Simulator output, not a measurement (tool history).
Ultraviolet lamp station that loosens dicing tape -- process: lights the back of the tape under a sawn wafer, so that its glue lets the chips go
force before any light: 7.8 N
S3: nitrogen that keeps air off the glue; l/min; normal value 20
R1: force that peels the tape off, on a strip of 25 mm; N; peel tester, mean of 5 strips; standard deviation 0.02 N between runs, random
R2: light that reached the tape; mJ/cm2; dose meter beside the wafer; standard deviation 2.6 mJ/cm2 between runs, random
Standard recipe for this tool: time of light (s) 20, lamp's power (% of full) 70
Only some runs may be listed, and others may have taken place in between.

{"run": 1, "day": 0.0, "time of light (s)": 20, "lamp's power (% of full)": 70, "S3": 20, "R1": 1.687, "R2": 243}
{"run": 2, "day": 0.75, "time of light (s)": 20, "lamp's power (% of full)": 70, "S3": 20, "R1": 1.683, "R2": 244}
{"run": 3, "day": 2.025, "time of light (s)": 20, "lamp's power (% of full)": 70, "S3": 20, "R1": 1.74, "R2": 242}
{"run": 4, "day": 2.888, "time of light (s)": 20, "lamp's power (% of full)": 70, "S3": 20, "R1": 1.754, "R2": 238}
{"run": 5, "day": 3.604, "time of light (s)": 20, "lamp's power (% of full)": 70, "S3": 20, "R1": 1.706, "R2": 237}
{"run": 6, "day": 4.971, "time of light (s)": 20, "lamp's power (% of full)": 70, "S3": 14, "R1": 2.028, "R2": 231}
{"run": 7, "day": 6.192, "time of light (s)": 20, "lamp's power (% of full)": 70, "S3": 12, "R1": 2.114, "R2": 232}
{"run": 8, "day": 7.058, "time of light (s)": 20, "lamp's power (% of full)": 70, "S3": 12, "R1": 2.137, "R2": 234}
{"run": 9, "day": 8.092, "time of light (s)": 20, "lamp's power (% of full)": 69, "S3": 20, "R1": 1.96, "R2": 227}
{"day": 8.388, "done": "window cleaned of glue's vapour"}
{"run": 10, "day": 9.158, "time of light (s)": 20, "lamp's power (% of full)": 69, "S3": 20, "R1": 2.058, "R2": 215}
{"run": 11, "day": 9.975, "time of light (s)": 20, "lamp's power (% of full)": 69, "S3": 20, "R1": 2.038, "R2": 214}
{"run": 12, "day": 11.362, "time of light (s)": 20, "lamp's power (% of full)": 69, "S3": 20, "R1": 2.045, "R2": 209}
{"run": 13, "day": 12.375, "time of light (s)": 40, "lamp's power (% of full)": 69, "S3": 20, "R1": 0.622, "R2": 414}
{"run": 14, "day": 13.404, "time of light (s)": 40, "lamp's power (% of full)": 69, "S3": 20, "R1": 0.617, "R2": 413}
{"run": 15, "day": 14.558, "time of light (s)": 37, "lamp's power (% of full)": 63, "S3": 20, "R1": 0.913, "R2": 348}
{"day": 14.788, "done": "window cleaned of glue's vapour, once more"}
{"run": 16, "day": 15.933, "time of light (s)": 37, "lamp's power (% of full)": 63, "S3": 20, "R1": 0.564, "R2": 423}
{"run": 17, "day": 16.962, "time of light (s)": 20, "lamp's power (% of full)": 70, "S3": 25, "R1": 1.489, "R2": 255}
{"run": 18, "day": 17.779, "time of light (s)": 20, "lamp's power (% of full)": 70, "S3": 25, "R1": 1.538, "R2": 258}
{"run": 19, "day": 18.671, "time of light (s)": 20, "lamp's power (% of full)": 69, "S3": 18, "R1": 1.714, "R2": 251}
{"run": 20, "day": 19.512, "time of light (s)": 20, "lamp's power (% of full)": 96, "S3": 32, "R1": 0.761, "R2": 342}
{"run": 21, "day": 20.896, "time of light (s)": 34, "lamp's power (% of full)": 64, "S3": 8, "R1": 1.181, "R2": 390}
{"run": 22, "day": 22.242, "time of light (s)": 34, "lamp's power (% of full)": 64, "S3": 8, "R1": 1.209, "R2": 379}
{"run": 23, "day": 23.662, "time of light (s)": 34, "lamp's power (% of full)": 64, "S3": 8, "R1": 1.263, "R2": 379}
{"run": 24, "day": 25.025, "time of light (s)": 16, "lamp's power (% of full)": 92, "S3": 20, "R1": 1.62, "R2": 257}
{"run": 25, "day": 25.858, "time of light (s)": 34, "lamp's power (% of full)": 90, "S3": 17, "R1": 0.397, "R2": 520}
{"run": 26, "day": 26.683, "time of light (s)": 39, "lamp's power (% of full)": 95, "S3": 12, "R1": 0.318, "R2": 629}
{"run": 27, "day": 27.942, "time of light (s)": 32, "lamp's power (% of full)": 74, "S3": 10, "R1": 1.016, "R2": 402}

3 ways to go on from here, each from the tool as it stands after run 27. What would each give?
{"run": "A", "day": 29.412, "time of light (s)": 20, "lamp's power (% of full)": 75, "S3": 20, "R1": "?", "R2": "?"}
{"run": "B", "day": 29.412, "time of light (s)": 15, "lamp's power (% of full)": 70, "S3": 36, "R1": "?", "R2": "?"}
{"run": "C", "day": 29.412, "time of light (s)": 11, "lamp's power (% of full)": 71, "S3": 34, "R1": "?", "R2": "?"}

run=A R1=1.606 R2=249
run=B R1=2.258 R2=173
run=C R1=3.066 R2=126
With no hidden state in the tool, these same runs would have given:
run=A R1=0.847 R2=357
run=B R1=1.339 R2=249
run=C R1=2.072 R2=182

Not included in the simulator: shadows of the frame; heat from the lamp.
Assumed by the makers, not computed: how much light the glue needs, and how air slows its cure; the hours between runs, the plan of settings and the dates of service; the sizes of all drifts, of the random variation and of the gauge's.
